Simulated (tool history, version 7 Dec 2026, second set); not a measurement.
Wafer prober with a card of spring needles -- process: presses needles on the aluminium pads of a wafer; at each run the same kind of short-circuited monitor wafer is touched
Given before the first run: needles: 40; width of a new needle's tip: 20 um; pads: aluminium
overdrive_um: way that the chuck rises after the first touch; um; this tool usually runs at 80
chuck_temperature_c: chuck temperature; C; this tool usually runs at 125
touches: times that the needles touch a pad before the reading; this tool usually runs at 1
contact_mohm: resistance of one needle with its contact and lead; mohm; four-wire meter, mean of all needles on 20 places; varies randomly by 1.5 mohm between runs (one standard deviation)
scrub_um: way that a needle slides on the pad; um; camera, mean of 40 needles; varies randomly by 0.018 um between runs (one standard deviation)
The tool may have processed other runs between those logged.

| run | hour | overdrive_um | chuck_temperature_c | touches | contact_mohm | scrub_um |
|---|---|---|---|---|---|---|
| 1 | 0.0 | 80 | 125 | 1 | 165 | 11.17 |
|  | 14.2 | tips cleaned on abrasive film |
| 2 | 21.8 | 80 | 125 | 1 | 244 | 11.09 |
|  | 29.1 | tips cleaned on abrasive film |
|  | 43.1 | tips cleaned on abrasive film |
| 3 | 43.4 | 80 | 58 | 1 | 141 | 11.08 |
|  | 58.0 | tips cleaned on abrasive film |
| 4 | 66.5 | 80 | 58 | 1 | 193 | 11.03 |
|  | 72.1 | tips cleaned on abrasive film |
|  | 86.9 | tips cleaned on abrasive film |
|  | 90.2 | height of the first contact set anew |
| 5 | 100.3 | 80 | 125 | 1 | 205 | 11.31 |
|  | 103.9 | tips cleaned on abrasive film |
|  | 119.1 | tips cleaned on abrasive film |
| 6 | 130.7 | 80 | 125 | 1 | 203 | 11.30 |
|  | 133.3 | tips cleaned on abrasive film |
|  | 148.1 | tips cleaned on abrasive film |
|  | 152.8 | tips cleaned on abrasive film, once more |
| 7 | 152.8 | 80 | 118 | 1 | 138 | 11.28 |
|  | 168.8 | tips cleaned on abrasive film |
| 8 | 181.5 | 80 | 118 | 1 | 206 | 11.25 |
|  | 183.8 | tips cleaned on abrasive film |
|  | 199.4 | tips cleaned on abrasive film |
| 9 | 199.4 | 80 | 125 | 1 | 143 | 11.24 |
|  | 213.9 | tips cleaned on abrasive film |
|  | 228.0 | tips cleaned on abrasive film |
| 10 | 236.4 | 80 | 125 | 1 | 191 | 11.22 |
|  | 244.5 | tips cleaned on abrasive film |
| 11 | 252.6 | 80 | 125 | 1 | 197 | 11.22 |
|  | 258.6 | tips cleaned on abrasive film |
|  | 272.4 | tips cleaned on abrasive film |
|  | 288.4 | tips cleaned on abrasive film |
| 12 | 291.3 | 87 | 74 | 1 | 157 | 12.22 |
|  | 304.0 | tips cleaned on abrasive film |
| 13 | 311.3 | 67 | 30 | 3 | 157 | 9.33 |
|  | 320.1 | tips cleaned on abrasive film |
| 14 | 333.5 | 67 | 30 | 3 | 168 | 9.33 |

Estimate the outcome of run 15 from the log above:
|  | 335.7 | tips cleaned on abrasive film |
|  | 349.9 | tips cleaned on abrasive film |
|  | 364.1 | tips cleaned on abrasive film |
| 15 | 365.8 | 67 | 30 | 3 | ? | ? |

{"run 15": {"contact_mohm": 138, "scrub_um": 9.31}}
With no hidden state in the tool, this same run would have given contact_mohm 125 mohm, scrub_um 9.50 um.

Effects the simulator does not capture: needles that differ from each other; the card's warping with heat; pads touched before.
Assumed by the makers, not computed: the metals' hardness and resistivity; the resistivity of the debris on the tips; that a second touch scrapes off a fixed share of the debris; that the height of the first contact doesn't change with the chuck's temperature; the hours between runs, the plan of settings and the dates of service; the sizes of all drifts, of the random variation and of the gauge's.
